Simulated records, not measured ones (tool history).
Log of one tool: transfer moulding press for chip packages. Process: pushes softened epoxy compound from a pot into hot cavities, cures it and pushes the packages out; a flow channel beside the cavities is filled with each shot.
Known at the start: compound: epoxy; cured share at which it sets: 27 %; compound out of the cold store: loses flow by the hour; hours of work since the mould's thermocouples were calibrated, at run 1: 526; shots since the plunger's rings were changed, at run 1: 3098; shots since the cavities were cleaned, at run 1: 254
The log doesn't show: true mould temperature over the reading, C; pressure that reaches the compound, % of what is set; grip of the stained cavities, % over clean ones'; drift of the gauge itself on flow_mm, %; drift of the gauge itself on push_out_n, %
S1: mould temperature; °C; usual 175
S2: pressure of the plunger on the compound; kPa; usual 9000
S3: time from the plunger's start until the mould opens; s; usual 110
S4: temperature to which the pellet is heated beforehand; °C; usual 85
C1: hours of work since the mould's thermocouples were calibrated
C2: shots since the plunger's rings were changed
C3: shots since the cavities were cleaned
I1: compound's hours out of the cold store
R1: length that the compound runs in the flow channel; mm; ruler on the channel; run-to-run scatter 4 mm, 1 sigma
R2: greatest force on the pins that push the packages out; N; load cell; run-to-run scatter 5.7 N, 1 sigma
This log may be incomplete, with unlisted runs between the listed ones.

{"run": 1, "hour": 0.0, "S1": 175, "S2": 9000, "S3": 110, "S4": 85, "C1": 526, "C2": 3098, "C3": 254, "I1": 9.4, "R1": 662, "R2": 252}
{"hour": 5.1, "done": "mould's thermocouples calibrated"}
{"hour": 35.7, "done": "plunger's sealing rings changed"}
{"run": 2, "hour": 37.4, "S1": 175, "S2": 9000, "S3": 110, "S4": 85, "C1": 12, "C2": 11, "C3": 465, "I1": 26.7, "R1": 662, "R2": 297}
{"run": 3, "hour": 82.0, "S1": 175, "S2": 9000, "S3": 110, "S4": 85, "C1": 30, "C2": 299, "C3": 753, "I1": 37.9, "R1": 622, "R2": 316}
{"hour": 116.5, "done": "cavities cleaned with cleaning compound and waxed"}
{"run": 4, "hour": 121.8, "S1": 175, "S2": 9000, "S3": 110, "S4": 85, "C1": 46, "C2": 546, "C3": 35, "I1": 45.8, "R1": 600, "R2": 207}
{"run": 5, "hour": 150.5, "S1": 175, "S2": 9000, "S3": 110, "S4": 85, "C1": 58, "C2": 730, "C3": 219, "I1": 21.4, "R1": 659, "R2": 257}
{"run": 6, "hour": 194.9, "S1": 175, "S2": 9000, "S3": 108, "S4": 85, "C1": 76, "C2": 1016, "C3": 505, "I1": 33.6, "R1": 625, "R2": 301}
{"run": 7, "hour": 248.3, "S1": 175, "S2": 9000, "S3": 108, "S4": 85, "C1": 98, "C2": 1361, "C3": 850, "I1": 29.2, "R1": 630, "R2": 339}
{"hour": 269.4, "done": "cavities cleaned with cleaning compound and waxed"}
{"run": 8, "hour": 305.4, "S1": 175, "S2": 9000, "S3": 108, "S4": 85, "C1": 120, "C2": 1719, "C3": 232, "I1": 22.2, "R1": 647, "R2": 256}
{"run": 9, "hour": 371.5, "S1": 175, "S2": 9000, "S3": 110, "S4": 85, "C1": 147, "C2": 2144, "C3": 657, "I1": 23.3, "R1": 641, "R2": 340}
{"run": 10, "hour": 415.4, "S1": 175, "S2": 9000, "S3": 100, "S4": 85, "C1": 165, "C2": 2427, "C3": 940, "I1": 8.6, "R1": 671, "R2": 394}
{"hour": 421.2, "done": "cavities cleaned with cleaning compound and waxed"}
{"run": 11, "hour": 465.4, "S1": 175, "S2": 9000, "S3": 100, "S4": 85, "C1": 185, "C2": 2740, "C3": 285, "I1": 17.7, "R1": 644, "R2": 288}
{"run": 12, "hour": 534.2, "S1": 175, "S2": 9000, "S3": 119, "S4": 85, "C1": 213, "C2": 3183, "C3": 728, "I1": 32.1, "R1": 605, "R2": 321}
{"hour": 556.3, "done": "plunger's sealing rings changed"}
{"hour": 576.8, "done": "cavities cleaned with cleaning compound and waxed"}
{"run": 13, "hour": 605.6, "S1": 175, "S2": 9000, "S3": 134, "S4": 85, "C1": 240, "C2": 308, "C3": 186, "I1": 14.0, "R1": 698, "R2": 216}
{"run": 14, "hour": 663.0, "S1": 175, "S2": 10180, "S3": 110, "S4": 85, "C1": 264, "C2": 678, "C3": 556, "I1": 20.1, "R1": 706, "R2": 309}
{"run": 15, "hour": 693.7, "S1": 175, "S2": 10180, "S3": 110, "S4": 85, "C1": 276, "C2": 875, "C3": 753, "I1": 19.0, "R1": 707, "R2": 345}
{"hour": 727.3, "done": "cavities cleaned with cleaning compound and waxed"}
{"run": 16, "hour": 747.5, "S1": 175, "S2": 10400, "S3": 110, "S4": 85, "C1": 297, "C2": 1212, "C3": 130, "I1": 39.2, "R1": 650, "R2": 231}
{"run": 17, "hour": 789.9, "S1": 181, "S2": 9000, "S3": 110, "S4": 82, "C1": 315, "C2": 1485, "C3": 403, "I1": 15.7, "R1": 649, "R2": 256}
{"run": 18, "hour": 839.3, "S1": 175, "S2": 9000, "S3": 110, "S4": 78, "C1": 335, "C2": 1803, "C3": 721, "I1": 47.6, "R1": 575, "R2": 334}
{"run": 19, "hour": 872.8, "S1": 175, "S2": 9000, "S3": 110, "S4": 78, "C1": 349, "C2": 2019, "C3": 937, "I1": 39.2, "R1": 589, "R2": 341}
{"hour": 880.2, "done": "cavities cleaned with cleaning compound and waxed"}
{"run": 20, "hour": 940.7, "S1": 175, "S2": 9000, "S3": 110, "S4": 78, "C1": 376, "C2": 2447, "C3": 390, "I1": 46.8, "R1": 571, "R2": 284}
{"run": 21, "hour": 992.1, "S1": 175, "S2": 9000, "S3": 110, "S4": 93, "C1": 397, "C2": 2778, "C3": 721, "I1": 44.5, "R1": 575, "R2": 330}
{"hour": 1029.8, "done": "cavities cleaned with cleaning compound and waxed"}
{"run": 22, "hour": 1029.8, "S1": 175, "S2": 9000, "S3": 110, "S4": 93, "C1": 411, "C2": 3011, "C3": 0, "I1": 18.4, "R1": 638, "R2": 202}
{"hour": 1079.7, "done": "plunger's sealing rings changed"}
{"run": 23, "hour": 1094.9, "S1": 167, "S2": 10510, "S3": 110, "S4": 85, "C1": 437, "C2": 98, "C3": 404, "I1": 41.0, "R1": 697, "R2": 420}
{"run": 24, "hour": 1126.2, "S1": 167, "S2": 10510, "S3": 110, "S4": 85, "C1": 450, "C2": 299, "C3": 605, "I1": 31.3, "R1": 714, "R2": 472}
{"hour": 1182.6, "done": "cavities cleaned with cleaning compound and waxed"}
{"run": 25, "hour": 1191.5, "S1": 177, "S2": 8630, "S3": 98, "S4": 80, "C1": 476, "C2": 710, "C3": 57, "I1": 20.1, "R1": 648, "R2": 228}
{"run": 26, "hour": 1242.6, "S1": 175, "S2": 9000, "S3": 150, "S4": 85, "C1": 496, "C2": 1040, "C3": 387, "I1": 15.3, "R1": 671, "R2": 257}
{"run": 27, "hour": 1299.8, "S1": 175, "S2": 9000, "S3": 150, "S4": 85, "C1": 520, "C2": 1408, "C3": 755, "I1": 28.6, "R1": 634, "R2": 295}

Consider 3 possible next runs. They are alternatives, not a sequence: every one starts from the tool as it was left by run 27. What does each give?
{"hour": 1320.6, "done": "mould's thermocouples calibrated"}
{"hour": 1333.6, "done": "cavities cleaned with cleaning compound and waxed"}
{"run": "A", "hour": 1364.7, "S1": 175, "S2": 8780, "S3": 150, "S4": 85, "C1": 17, "C2": 1803, "C3": 200, "I1": 30.9, "R1": "?", "R2": "?"}
{"hour": 1320.6, "done": "mould's thermocouples calibrated"}
{"hour": 1333.6, "done": "cavities cleaned with cleaning compound and waxed"}
{"run": "B", "hour": 1364.7, "S1": 176, "S2": 9000, "S3": 106, "S4": 85, "C1": 17, "C2": 1803, "C3": 200, "I1": 46.8, "R1": "?", "R2": "?"}
{"hour": 1320.6, "done": "mould's thermocouples calibrated"}
{"hour": 1333.6, "done": "cavities cleaned with cleaning compound and waxed"}
{"run": "C", "hour": 1364.7, "S1": 171, "S2": 8900, "S3": 107, "S4": 85, "C1": 17, "C2": 1803, "C3": 200, "I1": 16.5, "R1": "?", "R2": "?"}

run=A R1=618 R2=231
run=B R1=578 R2=248
run=C R1=678 R2=317
The same runs, with their run-to-run variation unchanged, on a tool lacking any hidden condition would have given:
run=A R1=640 R2=184
run=B R1=599 R2=198
run=C R1=702 R2=254

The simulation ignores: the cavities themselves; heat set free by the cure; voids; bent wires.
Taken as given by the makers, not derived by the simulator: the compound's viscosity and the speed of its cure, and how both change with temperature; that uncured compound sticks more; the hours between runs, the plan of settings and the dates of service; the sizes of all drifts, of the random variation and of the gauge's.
